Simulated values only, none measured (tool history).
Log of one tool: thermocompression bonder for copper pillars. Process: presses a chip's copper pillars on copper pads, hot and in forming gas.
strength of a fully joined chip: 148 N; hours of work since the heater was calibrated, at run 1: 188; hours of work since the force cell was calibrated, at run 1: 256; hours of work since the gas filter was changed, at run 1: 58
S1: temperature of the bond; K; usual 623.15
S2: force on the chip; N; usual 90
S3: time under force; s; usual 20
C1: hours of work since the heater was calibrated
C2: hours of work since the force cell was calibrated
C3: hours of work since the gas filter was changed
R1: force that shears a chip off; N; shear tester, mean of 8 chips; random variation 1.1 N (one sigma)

| run | hour | S1 | S2 | S3 | C1 | C2 | C3 | R1 |
|---|---|---|---|---|---|---|---|---|
| 1 | 0 | 623.15 | 90 | 20 | 188 | 256 | 58 | 103.9 |
| 2 | 19.3 | 623.15 | 90 | 20 | 200 | 267 | 69 | 104.8 |
| 3 | 36.9 | 623.15 | 90 | 20 | 210 | 277 | 79 | 102.3 |
| 4 | 53.2 | 647.15 | 90 | 20 | 220 | 287 | 89 | 118.3 |
| 5 | 75.4 | 647.15 | 90 | 20 | 232 | 300 | 102 | 117.2 |
| 6 | 90.2 | 647.15 | 90 | 20 | 241 | 309 | 111 | 118 |
| 7 | 106.1 | 647.15 | 90 | 20 | 250 | 318 | 120 | 118.8 |
| 8 | 129.8 | 647.15 | 90 | 20 | 264 | 332 | 134 | 118.7 |
| 9 | 143.7 | 614.15 | 90 | 20 | 272 | 340 | 142 | 97.1 |
| 10 | 159.8 | 614.15 | 90 | 20 | 282 | 349 | 151 | 98.3 |
|  | 162.8 | force cell calibrated |
| 11 | 180.8 | 623.15 | 58 | 15 | 293 | 11 | 163 | 73 |
| 12 | 208.1 | 623.15 | 58 | 15 | 309 | 26 | 179 | 73.5 |
| 13 | 233.9 | 643.15 | 75 | 20 | 324 | 42 | 194 | 104.9 |
|  | 244.1 | force cell calibrated, once more |
| 14 | 247.7 | 643.15 | 75 | 20 | 331 | 2 | 201 | 103.2 |
| 15 | 271.7 | 618.15 | 58 | 35 | 345 | 16 | 215 | 89.6 |
| 16 | 291.7 | 621.15 | 60 | 57 | 357 | 28 | 226 | 103.9 |
| 17 | 311.8 | 623.15 | 101 | 43 | 369 | 40 | 238 | 119.9 |
| 18 | 331.4 | 623.15 | 101 | 43 | 380 | 51 | 250 | 119.9 |
| 19 | 351.6 | 623.15 | 101 | 43 | 392 | 63 | 261 | 120.1 |

4 ways to go on from here, each from the tool as it stands after run 19. What would each give?
| A | 373.3 | 623.15 | 105 | 20 | 405 | 75 | 274 | ? |
| B | 373.3 | 597.15 | 62 | 13 | 405 | 75 | 274 | ? |
| C | 373.3 | 597.15 | 74 | 43 | 405 | 75 | 274 | ? |
| D | 373.3 | 636.15 | 121 | 20 | 405 | 75 | 274 | ? |

| run | R1 |
|---|---|
| A | 106.8 |
| B | 54.1 |
| C | 90.4 |
| D | 121 |
Without the tool's hidden state the same runs would have given:
| run | R1 |
|---|---|
| A | 112.3 |
| B | 56.4 |
| C | 94.8 |
| D | 127.7 |
